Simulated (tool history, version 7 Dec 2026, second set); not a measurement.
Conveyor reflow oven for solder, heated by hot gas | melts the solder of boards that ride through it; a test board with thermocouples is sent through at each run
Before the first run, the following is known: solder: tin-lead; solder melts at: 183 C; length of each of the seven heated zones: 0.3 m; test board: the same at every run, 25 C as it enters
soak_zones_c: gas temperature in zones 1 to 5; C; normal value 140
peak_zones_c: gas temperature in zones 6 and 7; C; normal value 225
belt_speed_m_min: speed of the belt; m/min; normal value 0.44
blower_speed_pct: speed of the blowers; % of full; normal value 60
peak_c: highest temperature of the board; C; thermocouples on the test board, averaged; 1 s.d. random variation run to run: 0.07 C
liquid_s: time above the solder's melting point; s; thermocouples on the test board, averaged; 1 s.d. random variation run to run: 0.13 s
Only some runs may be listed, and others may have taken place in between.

run,hour,soak_zones_c,peak_zones_c,belt_speed_m_min,blower_speed_pct,peak_c,liquid_s
1,0,140,225,0.44,60,207.16,51.4
2,21.5,140,225,0.44,60,207.22,51.6
3,38.1,140,225,0.44,60,207.22,51.5
4,51.2,140,225,0.44,60,207.28,51.6
5,69.7,140,225,0.44,60,207.19,51.8
6,92.4,140,225,0.44,60,207.28,51.7
# hour 108: thermocouples of zones 6 and 7 changed
7,119,140,225,0.402,60,209.88,61
8,136.1,140,225,0.44,60,207.14,51.6
9,153.6,140,225,0.44,60,207.26,51.5
10,174,140,225,0.44,60,207.12,51.3
11,198,140,225,0.44,60,207.24,51.7
12,211.4,152,225,0.44,60,209.8,59.9
13,236.1,152,225,0.44,60,209.75,60
14,261.5,152,225,0.44,60,209.7,59.8
15,281.4,132,231,0.435,60,211.03,53.1
16,295.9,140,225,0.475,56,203.11,41.5
17,320.1,146,214,0.477,59,196.73,35
18,330.8,130,233,0.46,54,207.4,44.9
19,350.2,140,225,0.44,54,204.96,48.1
# hour 367.7: flux residue cleaned out of gas plates and filters
20,369,140,219,0.44,59,201.85,44.8
21,389.5,140,219,0.49,59,198.31,34.1
22,415.6,129,219,0.496,51,191.45,18.4
23,432,129,219,0.496,51,191.2,18.5
24,454.1,130,237,0.431,80,222.61,64.7
25,474.3,147,237,0.431,56,218.12,66.4
26,500,143,218,0.393,63,205.8,59.7
27,525.1,141,218,0.393,85,210.12,66.1
28,548.7,141,218,0.458,60,200.26,41

Here are 4 independent what-if runs from the current tool condition. What would each one return?
A,570.2,141,218,0.49,81,?,?
B,570.2,140,223,0.44,60,?,?
C,570.2,140,238,0.359,51,?,?
D,570.2,142,218,0.458,60,?,?

run,peak_c,liquid_s
A,204.36,44.7
B,205.54,49.9
C,221.86,80.5
D,200.7,41.7
Had the tool no hidden state, the same runs would have come out as:
run,peak_c,liquid_s
A,204.37,44.7
B,205.54,49.9
C,221.87,80.5
D,200.71,41.7

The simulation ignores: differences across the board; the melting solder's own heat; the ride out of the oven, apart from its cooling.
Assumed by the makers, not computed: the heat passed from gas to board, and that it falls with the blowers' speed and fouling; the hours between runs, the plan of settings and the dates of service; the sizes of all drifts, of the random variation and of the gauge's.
